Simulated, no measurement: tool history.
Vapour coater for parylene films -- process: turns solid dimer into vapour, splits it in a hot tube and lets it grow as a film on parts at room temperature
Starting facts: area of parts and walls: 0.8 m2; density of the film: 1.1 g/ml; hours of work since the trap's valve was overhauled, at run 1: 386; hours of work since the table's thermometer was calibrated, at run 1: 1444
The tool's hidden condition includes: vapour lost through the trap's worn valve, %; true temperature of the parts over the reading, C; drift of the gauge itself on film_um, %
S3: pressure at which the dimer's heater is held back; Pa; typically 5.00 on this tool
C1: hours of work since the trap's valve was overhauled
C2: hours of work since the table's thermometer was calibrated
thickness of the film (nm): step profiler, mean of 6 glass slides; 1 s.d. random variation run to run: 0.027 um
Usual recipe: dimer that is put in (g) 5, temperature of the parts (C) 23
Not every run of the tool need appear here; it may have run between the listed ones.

run 1 day=0.000 | dimer_that_is_put_in_(g)=5 temperature_of_the_parts_(C)=23 S3=5.00 | C1=386 C2=1444 | thickness_of_the_film_(nm)=3060
run 2 day=2.342 | dimer_that_is_put_in_(g)=5 temperature_of_the_parts_(C)=23 S3=5.00 | C1=417 C2=1476 | thickness_of_the_film_(nm)=3100
run 3 day=4.900 | dimer_that_is_put_in_(g)=5 temperature_of_the_parts_(C)=24 S3=5.00 | C1=452 C2=1510 | thickness_of_the_film_(nm)=2980
run 4 day=7.088 | dimer_that_is_put_in_(g)=5 temperature_of_the_parts_(C)=24 S3=5.00 | C1=481 C2=1540 | thickness_of_the_film_(nm)=2980
run 5 day=9.092 | dimer_that_is_put_in_(g)=2 temperature_of_the_parts_(C)=23 S3=5.00 | C1=508 C2=1567 | thickness_of_the_film_(nm)=1210
run 6 day=10.838 | dimer_that_is_put_in_(g)=2 temperature_of_the_parts_(C)=23 S3=5.00 | C1=532 C2=1590 | thickness_of_the_film_(nm)=1160
run 7 day=12.929 | dimer_that_is_put_in_(g)=7 temperature_of_the_parts_(C)=23 S3=5.00 | C1=560 C2=1618 | thickness_of_the_film_(nm)=4240
run 8 day=14.958 | dimer_that_is_put_in_(g)=7 temperature_of_the_parts_(C)=23 S3=5.00 | C1=588 C2=1646 | thickness_of_the_film_(nm)=4190
run 9 day=17.742 | dimer_that_is_put_in_(g)=7 temperature_of_the_parts_(C)=23 S3=5.00 | C1=625 C2=1683 | thickness_of_the_film_(nm)=4110
run 10 day=20.671 | dimer_that_is_put_in_(g)=4 temperature_of_the_parts_(C)=23 S3=5.00 | C1=665 C2=1723 | thickness_of_the_film_(nm)=2370
-- day=21.471 trap's valve overhauled
run 11 day=24.417 | dimer_that_is_put_in_(g)=4 temperature_of_the_parts_(C)=23 S3=5.00 | C1=40 C2=1771 | thickness_of_the_film_(nm)=2270
-- day=24.696 table's thermometer calibrated
run 12 day=27.883 | dimer_that_is_put_in_(g)=5 temperature_of_the_parts_(C)=23 S3=5.00 | C1=86 C2=43 | thickness_of_the_film_(nm)=2790
-- day=29.088 trap's valve overhauled, once more
run 13 day=31.529 | dimer_that_is_put_in_(g)=4 temperature_of_the_parts_(C)=23 S3=5.00 | C1=33 C2=90 | thickness_of_the_film_(nm)=2580
run 14 day=34.854 | dimer_that_is_put_in_(g)=5 temperature_of_the_parts_(C)=23 S3=5.00 | C1=78 C2=135 | thickness_of_the_film_(nm)=3160
run 15 day=38.458 | dimer_that_is_put_in_(g)=5 temperature_of_the_parts_(C)=23 S3=5.00 | C1=126 C2=183 | thickness_of_the_film_(nm)=3170
run 16 day=40.171 | dimer_that_is_put_in_(g)=5 temperature_of_the_parts_(C)=23 S3=5.00 | C1=150 C2=207 | thickness_of_the_film_(nm)=3180
run 17 day=41.679 | dimer_that_is_put_in_(g)=5 temperature_of_the_parts_(C)=35 S3=5.00 | C1=170 C2=227 | thickness_of_the_film_(nm)=2590
run 18 day=43.758 | dimer_that_is_put_in_(g)=5 temperature_of_the_parts_(C)=35 S3=5.00 | C1=198 C2=255 | thickness_of_the_film_(nm)=2610
run 19 day=46.229 | dimer_that_is_put_in_(g)=5 temperature_of_the_parts_(C)=35 S3=5.00 | C1=231 C2=288 | thickness_of_the_film_(nm)=2550
run 20 day=48.154 | dimer_that_is_put_in_(g)=5 temperature_of_the_parts_(C)=23 S3=5.00 | C1=257 C2=314 | thickness_of_the_film_(nm)=3080
run 21 day=51.283 | dimer_that_is_put_in_(g)=2 temperature_of_the_parts_(C)=33 S3=5.20 | C1=299 C2=356 | thickness_of_the_film_(nm)=1060
run 22 day=54.288 | dimer_that_is_put_in_(g)=2 temperature_of_the_parts_(C)=21 S3=5.20 | C1=340 C2=397 | thickness_of_the_film_(nm)=1240
run 23 day=57.767 | dimer_that_is_put_in_(g)=3 temperature_of_the_parts_(C)=23 S3=2.87 | C1=387 C2=444 | thickness_of_the_film_(nm)=2080
run 24 day=60.067 | dimer_that_is_put_in_(g)=3 temperature_of_the_parts_(C)=32 S3=9.03 | C1=418 C2=475 | thickness_of_the_film_(nm)=1380
run 25 day=62.217 | dimer_that_is_put_in_(g)=5 temperature_of_the_parts_(C)=18 S3=6.00 | C1=447 C2=504 | thickness_of_the_film_(nm)=3170
run 26 day=65.317 | dimer_that_is_put_in_(g)=5 temperature_of_the_parts_(C)=18 S3=6.00 | C1=489 C2=546 | thickness_of_the_film_(nm)=3040
run 27 day=67.375 | dimer_that_is_put_in_(g)=3 temperature_of_the_parts_(C)=23 S3=4.12 | C1=516 C2=573 | thickness_of_the_film_(nm)=1840
run 28 day=69.429 | dimer_that_is_put_in_(g)=8 temperature_of_the_parts_(C)=23 S3=9.97 | C1=544 C2=601 | thickness_of_the_film_(nm)=4100
run 29 day=72.112 | dimer_that_is_put_in_(g)=3 temperature_of_the_parts_(C)=23 S3=11.14 | C1=580 C2=637 | thickness_of_the_film_(nm)=1470
run 30 day=75.175 | dimer_that_is_put_in_(g)=5 temperature_of_the_parts_(C)=17 S3=5.67 | C1=622 C2=679 | thickness_of_the_film_(nm)=3140
run 31 day=77.254 | dimer_that_is_put_in_(g)=5 temperature_of_the_parts_(C)=25 S3=8.76 | C1=650 C2=707 | thickness_of_the_film_(nm)=2520
run 32 day=78.933 | dimer_that_is_put_in_(g)=7 temperature_of_the_parts_(C)=23 S3=9.28 | C1=672 C2=729 | thickness_of_the_film_(nm)=3540
-- day=79.329 trap's valve overhauled
run 33 day=81.367 | dimer_that_is_put_in_(g)=7 temperature_of_the_parts_(C)=23 S3=9.28 | C1=28 C2=760 | thickness_of_the_film_(nm)=3960
run 34 day=84.912 | dimer_that_is_put_in_(g)=5 temperature_of_the_parts_(C)=23 S3=7.17 | C1=75 C2=808 | thickness_of_the_film_(nm)=3000
run 35 day=86.629 | dimer_that_is_put_in_(g)=5 temperature_of_the_parts_(C)=23 S3=7.17 | C1=98 C2=831 | thickness_of_the_film_(nm)=2930
run 36 day=89.500 | dimer_that_is_put_in_(g)=5 temperature_of_the_parts_(C)=23 S3=10.83 | C1=137 C2=870 | thickness_of_the_film_(nm)=2650
run 37 day=91.383 | dimer_that_is_put_in_(g)=5 temperature_of_the_parts_(C)=34 S3=7.91 | C1=163 C2=895 | thickness_of_the_film_(nm)=2430
run 38 day=94.521 | dimer_that_is_put_in_(g)=4 temperature_of_the_parts_(C)=18 S3=10.12 | C1=205 C2=937 | thickness_of_the_film_(nm)=2320
run 39 day=96.654 | dimer_that_is_put_in_(g)=2 temperature_of_the_parts_(C)=15 S3=5.38 | C1=234 C2=966 | thickness_of_the_film_(nm)=1410

Consider 5 possible next runs. They are alternatives, not a sequence: every one starts from the tool as it was left by run 39. What does each give?
run A day=99.842 | dimer_that_is_put_in_(g)=2 temperature_of_the_parts_(C)=23 S3=6.51 | C1=277 C2=1009 | thickness_of_the_film_(nm)=?
run B day=99.842 | dimer_that_is_put_in_(g)=3 temperature_of_the_parts_(C)=16 S3=11.59 | C1=277 C2=1009 | thickness_of_the_film_(nm)=?
run C day=99.842 | dimer_that_is_put_in_(g)=5 temperature_of_the_parts_(C)=16 S3=6.96 | C1=277 C2=1009 | thickness_of_the_film_(nm)=?
run D day=99.842 | dimer_that_is_put_in_(g)=5 temperature_of_the_parts_(C)=23 S3=2.11 | C1=277 C2=1009 | thickness_of_the_film_(nm)=?
run E day=99.842 | dimer_that_is_put_in_(g)=5 temperature_of_the_parts_(C)=16 S3=3.34 | C1=277 C2=1009 | thickness_of_the_film_(nm)=?

run=A thickness_of_the_film_(nm)=1180
run=B thickness_of_the_film_(nm)=1710
run=C thickness_of_the_film_(nm)=3270
run=D thickness_of_the_film_(nm)=3830
run=E thickness_of_the_film_(nm)=3820
The same runs, with their run-to-run variation unchanged, on a tool lacking any hidden condition would have given:
run=A thickness_of_the_film_(nm)=1220
run=B thickness_of_the_film_(nm)=1780
run=C thickness_of_the_film_(nm)=3380
run=D thickness_of_the_film_(nm)=3970
run=E thickness_of_the_film_(nm)=3950
